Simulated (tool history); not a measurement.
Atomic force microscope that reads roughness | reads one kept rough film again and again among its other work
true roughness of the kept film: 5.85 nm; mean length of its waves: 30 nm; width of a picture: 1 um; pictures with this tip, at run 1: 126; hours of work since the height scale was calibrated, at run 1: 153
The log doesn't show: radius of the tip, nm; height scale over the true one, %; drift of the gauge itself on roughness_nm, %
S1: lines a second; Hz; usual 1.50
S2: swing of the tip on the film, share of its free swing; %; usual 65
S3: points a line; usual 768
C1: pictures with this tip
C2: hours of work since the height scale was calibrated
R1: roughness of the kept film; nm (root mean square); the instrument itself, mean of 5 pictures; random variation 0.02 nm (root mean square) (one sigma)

{"run": 1, "hour": 0.0, "S1": 1.5, "S2": 65, "S3": 768, "C1": 126, "C2": 153, "R1": 4.105}
{"run": 2, "hour": 16.8, "S1": 1.5, "S2": 65, "S3": 768, "C1": 150, "C2": 164, "R1": 3.982}
{"run": 3, "hour": 42.0, "S1": 1.5, "S2": 65, "S3": 768, "C1": 185, "C2": 181, "R1": 3.821}
{"run": 4, "hour": 66.3, "S1": 1.5, "S2": 78, "S3": 768, "C1": 219, "C2": 197, "R1": 3.585}
{"hour": 69.3, "done": "height scale calibrated on a step standard"}
{"run": 5, "hour": 89.9, "S1": 1.5, "S2": 78, "S3": 768, "C1": 251, "C2": 14, "R1": 3.422}
{"run": 6, "hour": 103.6, "S1": 1.5, "S2": 78, "S3": 632, "C1": 271, "C2": 23, "R1": 3.379}
{"run": 7, "hour": 125.3, "S1": 1.04, "S2": 89, "S3": 732, "C1": 301, "C2": 38, "R1": 3.264}
{"hour": 127.8, "done": "new tip fitted"}
{"hour": 153.9, "done": "height scale calibrated on a step standard, once more"}
{"run": 8, "hour": 154.3, "S1": 0.88, "S2": 68, "S3": 852, "C1": 36, "C2": 0, "R1": 4.631}
{"run": 9, "hour": 167.4, "S1": 2.75, "S2": 75, "S3": 451, "C1": 54, "C2": 9, "R1": 4.276}
{"run": 10, "hour": 185.0, "S1": 3.02, "S2": 66, "S3": 570, "C1": 79, "C2": 21, "R1": 4.215}
{"run": 11, "hour": 201.4, "S1": 1.5, "S2": 75, "S3": 768, "C1": 102, "C2": 32, "R1": 4.122}
{"run": 12, "hour": 223.5, "S1": 2.83, "S2": 77, "S3": 858, "C1": 134, "C2": 47, "R1": 3.847}

4 ways to go on from here, each from the tool as it stands after run 12. What would each give?
{"run": "A", "hour": 237.3, "S1": 1.36, "S2": 57, "S3": 858, "C1": 153, "C2": 56, "R1": "?"}
{"run": "B", "hour": 237.3, "S1": 0.54, "S2": 65, "S3": 552, "C1": 153, "C2": 56, "R1": "?"}
{"run": "C", "hour": 237.3, "S1": 1.5, "S2": 82, "S3": 357, "C1": 153, "C2": 56, "R1": "?"}
{"run": "D", "hour": 237.3, "S1": 0.96, "S2": 63, "S3": 768, "C1": 153, "C2": 56, "R1": "?"}

run=A R1=3.998
run=B R1=3.957
run=C R1=3.802
run=D R1=3.953
Without the tool's hidden state the same runs would have given:
run=A R1=4.952
run=B R1=4.901
run=C R1=4.707
run=D R1=4.895
